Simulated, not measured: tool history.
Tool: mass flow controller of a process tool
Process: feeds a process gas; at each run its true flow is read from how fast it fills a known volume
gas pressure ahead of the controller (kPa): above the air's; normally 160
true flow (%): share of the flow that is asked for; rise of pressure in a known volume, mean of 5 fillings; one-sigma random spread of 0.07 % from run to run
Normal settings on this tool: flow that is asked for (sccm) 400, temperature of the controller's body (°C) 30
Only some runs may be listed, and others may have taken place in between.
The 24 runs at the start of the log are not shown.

run,hour,flow that is asked for (sccm),gas pressure ahead of the controller (kPa),temperature of the controller's body (°C),hours of work since the controller was set to zero,hours of work since the controller was changed,true flow (%)
25,4531.3,337,160,29,1055,1055,97.91
26,4655,202,249,26,1143,1143,96.66
27,4856.2,202,249,27,1287,1287,96.62
28,4992.4,57,176,25,1384,1384,94.75
29,5142.3,54,154,20,1491,1491,94.97
30,5344.9,57,160,26,1635,1635,94.37
31,5552.6,102,263,28,1784,1784,94.61
32,5678.2,102,263,28,1873,1873,94.62
33,5839.1,464,246,30,1988,1988,97.42
34,6023.5,464,221,30,2119,2119,97.55
35,6242.9,106,181,22,2276,2276,94.85
36,6452.1,400,203,30,2425,2425,96.92
37,6587.3,57,190,36,2522,2522,91.71
38,6715,333,184,30,2613,2613,96.43
39,6890.5,400,221,30,2738,2738,96.66
40,7010.8,400,200,28,2824,2824,96.77
41,7245.4,93,193,31,2991,2991,92.95
42,7418.2,93,193,37,3114,3114,92.23
43,7609.6,93,193,37,3251,3251,92.09
44,7865.6,93,193,37,3434,3434,91.71
45,8040.7,93,193,37,3558,3558,91.67

Each row is a separate what-if for the run after 45, all from the same tool condition, not one after another. Results?
A,8222.9,289,176,29,3688,3688,?
B,8222.9,481,193,37,3688,3688,?
C,8222.9,55,179,37,3688,3688,?
D,8222.9,193,161,35,3688,3688,?
E,8222.9,188,206,34,3688,3688,?

run,true flow (%)
A,95.16
B,95.94
C,89.39
D,93.84
E,93.51
The same runs, with their run-to-run variation unchanged, on a tool lacking any hidden condition would have given:
run,true flow (%)
A,98.73
B,99.13
C,97
D,97.88
E,97.59
